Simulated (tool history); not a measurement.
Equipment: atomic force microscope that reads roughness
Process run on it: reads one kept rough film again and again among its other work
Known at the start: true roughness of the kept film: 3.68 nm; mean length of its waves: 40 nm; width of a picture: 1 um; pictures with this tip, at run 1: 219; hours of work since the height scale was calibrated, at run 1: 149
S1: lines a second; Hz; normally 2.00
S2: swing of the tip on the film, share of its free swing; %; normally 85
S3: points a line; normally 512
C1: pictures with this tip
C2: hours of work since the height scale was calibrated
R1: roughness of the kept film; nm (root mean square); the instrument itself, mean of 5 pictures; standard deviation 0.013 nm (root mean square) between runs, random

| run | hour | S1 | S2 | S3 | C1 | C2 | R1 |
|---|---|---|---|---|---|---|---|
| 1 | 0.0 | 2.00 | 85 | 512 | 219 | 149 | 2.786 |
| 2 | 36.5 | 2.00 | 66 | 512 | 261 | 171 | 2.928 |
| 3 | 88.9 | 1.60 | 66 | 512 | 321 | 203 | 2.871 |
|  | 126.0 | new tip fitted |
| 4 | 134.0 | 2.00 | 85 | 512 | 9 | 231 | 3.038 |
| 5 | 161.7 | 2.00 | 85 | 512 | 41 | 247 | 2.994 |
| 6 | 186.6 | 2.00 | 85 | 512 | 70 | 263 | 2.948 |
| 7 | 223.5 | 2.00 | 85 | 512 | 112 | 285 | 2.925 |
| 8 | 266.9 | 2.00 | 85 | 512 | 162 | 312 | 2.885 |
| 9 | 296.9 | 2.00 | 85 | 512 | 197 | 330 | 2.827 |
| 10 | 323.9 | 2.00 | 76 | 512 | 228 | 346 | 2.891 |
| 11 | 350.0 | 2.00 | 58 | 649 | 258 | 362 | 3.001 |
| 12 | 374.0 | 2.64 | 64 | 293 | 286 | 377 | 2.872 |
| 13 | 407.2 | 0.67 | 55 | 715 | 324 | 397 | 2.992 |
|  | 441.4 | new tip fitted |
| 14 | 453.3 | 0.67 | 55 | 715 | 13 | 425 | 3.363 |
| 15 | 480.2 | 3.01 | 85 | 314 | 44 | 441 | 2.815 |
| 16 | 508.0 | 3.01 | 85 | 314 | 76 | 458 | 2.782 |
| 17 | 531.2 | 2.00 | 81 | 512 | 103 | 472 | 2.964 |
| 18 | 553.1 | 2.00 | 64 | 259 | 128 | 486 | 3.103 |
| 19 | 592.0 | 2.00 | 64 | 259 | 173 | 510 | 3.056 |

Alternative continuations, all from the tool just after run 19; predict every row:
| A | 616.8 | 2.00 | 78 | 266 | 202 | 525 | ? |
| B | 616.8 | 1.79 | 69 | 539 | 202 | 525 | ? |
| C | 616.8 | 1.79 | 89 | 355 | 202 | 525 | ? |
| D | 616.8 | 0.52 | 78 | 905 | 202 | 525 | ? |

| run | R1 |
|---|---|
| A | 2.863 |
| B | 2.977 |
| C | 2.771 |
| D | 3.070 |
Without the tool's unlogged condition, the same runs would have read:
| run | R1 |
|---|---|
| A | 3.155 |
| B | 3.281 |
| C | 3.054 |
| D | 3.384 |
